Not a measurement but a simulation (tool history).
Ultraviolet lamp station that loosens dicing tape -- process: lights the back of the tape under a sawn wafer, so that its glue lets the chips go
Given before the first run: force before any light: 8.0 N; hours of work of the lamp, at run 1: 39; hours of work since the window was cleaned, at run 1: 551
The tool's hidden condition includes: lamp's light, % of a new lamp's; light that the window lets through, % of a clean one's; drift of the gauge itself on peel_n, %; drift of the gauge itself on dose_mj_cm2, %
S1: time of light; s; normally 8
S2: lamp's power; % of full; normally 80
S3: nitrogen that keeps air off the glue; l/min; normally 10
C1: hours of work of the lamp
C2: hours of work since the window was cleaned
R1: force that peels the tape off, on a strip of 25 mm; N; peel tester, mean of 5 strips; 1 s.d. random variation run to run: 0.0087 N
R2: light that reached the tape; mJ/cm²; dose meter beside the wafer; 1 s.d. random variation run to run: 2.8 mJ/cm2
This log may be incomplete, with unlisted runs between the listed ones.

Run 1, hour 0: usual settings; C1 39; C2 551. Result: R1 0.359 N, R2 395 mJ/cm².
Run 2, hour 13.2: usual settings; C1 46; C2 559. Result: R1 0.362 N, R2 395 mJ/cm².
At hour 15.8: window cleaned of glue's vapour.
Run 3, hour 22.3: usual settings; C1 52; C2 4. Result: R1 0.361 N, R2 392 mJ/cm².
Run 4, hour 32.4: usual settings; C1 57; C2 10. Result: R1 0.346 N, R2 397 mJ/cm².
Run 5, hour 46.4: usual settings but S2 70 % of full; C1 66; C2 18. Result: R1 0.493 N, R2 343 mJ/cm².
Run 6, hour 56.1: usual settings but S2 70 % of full; C1 71; C2 24. Result: R1 0.486 N, R2 347 mJ/cm².
Run 7, hour 71.8: usual settings but S2 70 % of full; C1 80; C2 33. Result: R1 0.517 N, R2 351 mJ/cm².
Run 8, hour 80: usual settings but S2 70 % of full; C1 85; C2 38. Result: R1 0.506 N, R2 346 mJ/cm².
Run 9, hour 90.4: usual settings; C1 91; C2 44. Result: R1 0.374 N, R2 396 mJ/cm².
Run 10, hour 105.5: usual settings; C1 100; C2 52. Result: R1 0.352 N, R2 396 mJ/cm².
Run 11, hour 122.9: usual settings; C1 110; C2 63. Result: R1 0.357 N, R2 395 mJ/cm².
Run 12, hour 136: usual settings but S2 65 % of full; C1 118; C2 70. Result: R1 0.606 N, R2 319 mJ/cm².
Run 13, hour 147.5: usual settings but S1 12 s; C1 125; C2 77. Result: R1 0.139 N, R2 587 mJ/cm².
Run 14, hour 161.6: usual settings but S3 7 l/min; C1 133; C2 85. Result: R1 0.525 N, R2 392 mJ/cm².
Run 15, hour 172.1: usual settings but S3 7 l/min; C1 139; C2 91. Result: R1 0.515 N, R2 398 mJ/cm².
Run 16, hour 182.2: usual settings but S3 7 l/min; C1 145; C2 97. Result: R1 0.501 N, R2 396 mJ/cm².
Run 17, hour 197.8: usual settings but S2 94 % of full, S3 7 l/min; C1 154; C2 106. Result: R1 0.348 N, R2 468 mJ/cm².
Run 18, hour 207.1: usual settings but S1 6 s; C1 159; C2 112. Result: R1 0.692 N, R2 293 mJ/cm².
Run 19, hour 218: usual settings but S1 6 s; C1 166; C2 118. Result: R1 0.713 N, R2 299 mJ/cm².
Run 20, hour 231.3: usual settings but S2 60 % of full; C1 174; C2 126. Result: R1 0.692 N, R2 294 mJ/cm².
Run 21, hour 244.4: usual settings but S1 6 s; C1 181; C2 134. Result: R1 0.706 N, R2 297 mJ/cm².
Run 22, hour 261.6: usual settings but S1 7 s; C1 191; C2 144. Result: R1 0.513 N, R2 349 mJ/cm².
Run 23, hour 277.1: usual settings but S1 7 s; C1 200; C2 153. Result: R1 0.486 N, R2 347 mJ/cm².
Run 24, hour 293.3: usual settings but S1 7 s; C1 210; C2 162. Result: R1 0.491 N, R2 345 mJ/cm².
Run 25, hour 303.9: usual settings but S1 7 s; C1 216; C2 168. Result: R1 0.511 N, R2 351 mJ/cm².
Run 26, hour 318.4: usual settings but S1 7 s; C1 225; C2 177. Result: R1 0.508 N, R2 347 mJ/cm².
Run 27, hour 328.9: usual settings but S1 4 s, S2 90 % of full; C1 231; C2 183. Result: R1 1.259 N, R2 225 mJ/cm².
Run 28, hour 343.2: usual settings but S2 61 % of full; C1 239; C2 191. Result: R1 0.691 N, R2 304 mJ/cm².
Run 29, hour 360.2: usual settings but S2 61 % of full; C1 249; C2 201. Result: R1 0.683 N, R2 301 mJ/cm².
Run 30, hour 369.6: usual settings but S2 61 % of full; C1 255; C2 207. Result: R1 0.672 N, R2 301 mJ/cm².
Run 31, hour 377.8: usual settings but S1 5 s, S2 66 % of full; C1 259; C2 212. Result: R1 1.413 N, R2 203 mJ/cm².
Run 32, hour 385.4: usual settings but S1 6 s, S3 13 l/min; C1 264; C2 216. Result: R1 0.603 N, R2 299 mJ/cm².
Run 33, hour 401.9: usual settings but S1 13 s, S2 67 % of full, S3 19 l/min; C1 273; C2 226. Result: R1 0.119 N, R2 540 mJ/cm².
Run 34, hour 412.9: usual settings but S1 5 s, S2 88 % of full; C1 280; C2 232. Result: R1 0.877 N, R2 273 mJ/cm².
Run 35, hour 424.7: usual settings but S1 10 s, S2 88 % of full, S3 6 l/min; C1 287; C2 239. Result: R1 0.269 N, R2 547 mJ/cm².
Run 36, hour 440.2: usual settings but S1 10 s, S2 88 % of full, S3 6 l/min; C1 296; C2 248. Result: R1 0.275 N, R2 546 mJ/cm².
Run 37, hour 450.6: usual settings but S2 88 % of full, S3 6 l/min; C1 302; C2 254. Result: R1 0.483 N, R2 435 mJ/cm².
Run 38, hour 461: usual settings but S1 9 s, S2 88 % of full, S3 7 l/min; C1 308; C2 260. Result: R1 0.286 N, R2 492 mJ/cm².
Run 39, hour 469.7: usual settings but S1 7 s, S2 76 % of full, S3 5 l/min; C1 313; C2 265. Result: R1 1.031 N, R2 329 mJ/cm².
Run 40, hour 485.2: usual settings but S1 7 s, S2 76 % of full, S3 5 l/min; C1 322; C2 274. Result: R1 1.018 N, R2 333 mJ/cm².
Run 41, hour 496.6: usual settings but S1 7 s, S2 76 % of full, S3 5 l/min; C1 329; C2 281. Result: R1 1.055 N, R2 327 mJ/cm².
Run 42, hour 512.2: usual settings but S2 91 % of full, S3 4 l/min; C1 338; C2 290. Result: R1 0.65 N, R2 454 mJ/cm².
Run 43, hour 522.5: usual settings but S1 7 s, S2 66 % of full, S3 8 l/min; C1 344; C2 296. Result: R1 0.96 N, R2 284 mJ/cm².

For each entry between runs, how does the tool's hidden state at the last listed run before it compare with that at the first listed run after it?
After run 2, before run 3: window cleaned of glue's vapour (hour 15.8)
  no hidden state differs between the two runs
